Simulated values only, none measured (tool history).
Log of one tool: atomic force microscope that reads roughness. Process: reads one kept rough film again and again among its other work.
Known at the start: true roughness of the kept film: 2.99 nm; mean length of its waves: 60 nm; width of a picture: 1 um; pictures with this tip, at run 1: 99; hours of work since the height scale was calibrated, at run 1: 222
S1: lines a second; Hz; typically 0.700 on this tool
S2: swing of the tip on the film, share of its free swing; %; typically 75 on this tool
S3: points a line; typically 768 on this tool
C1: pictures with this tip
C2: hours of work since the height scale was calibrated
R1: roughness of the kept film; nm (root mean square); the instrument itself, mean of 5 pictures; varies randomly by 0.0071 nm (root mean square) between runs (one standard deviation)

run   hour     S1  S2    S3   C1   C2     R1
  1    0.0  0.700  75   768   99  222  2.818
  2    8.1  0.700  75   768  115  228  2.805
  3   16.4  0.700  75   953  131  234  2.804
      22.2  -- new tip fitted
  4   23.8  0.700  68   953    3  239  2.902
  5   31.8  0.700  68   953   19  245  2.881
  6   37.6  0.700  75   768   30  249  2.866
  7   46.2  0.700  75   768   47  255  2.859
  8   53.0  0.700  75   768   60  260  2.845
  9   58.8  0.700  75   768   72  264  2.845
      60.6  -- height scale calibrated on a step standard
 10   64.0  0.700  75   768   80    2  2.853
 11   72.2  0.718  75   768   96    8  2.844
 12   80.9  0.718  75   768  114   15  2.826
 13   87.3  0.700  64   287  126   19  2.826
 14   93.3  1.592  77   660  138   24  2.752
      95.1  -- new tip fitted
      97.4  -- height scale calibrated on a step standard, once more
 15  103.1  1.296  90   293   13    4  2.748
 16  109.0  1.368  55  1021   25    8  2.881
 17  117.5  0.700  75   549   42   15  2.860
 18  126.1  0.803  88   461   59   21  2.801
 19  130.1  3.929  70   677   67   24  2.718
 20  138.4  0.700  82   530   83   30  2.809
 21  145.7  3.446  82   850   98   35  2.593
 22  149.5  2.412  64   850  105   38  2.772
 23  156.6  1.158  75   850  119   43  2.781

Alternative continuations, all from the tool just after run 23; predict every row:
  A  161.0  1.563  75  408  128  46   ?
  B  161.0  2.017  75  650  128  46   ?
  C  161.0  1.158  62  850  128  46   ?

run     R1
  A  2.738
  B  2.725
  C  2.815
Had the tool no hidden state, the same runs would have come out as:
run     R1
  A  2.815
  B  2.802
  C  2.894

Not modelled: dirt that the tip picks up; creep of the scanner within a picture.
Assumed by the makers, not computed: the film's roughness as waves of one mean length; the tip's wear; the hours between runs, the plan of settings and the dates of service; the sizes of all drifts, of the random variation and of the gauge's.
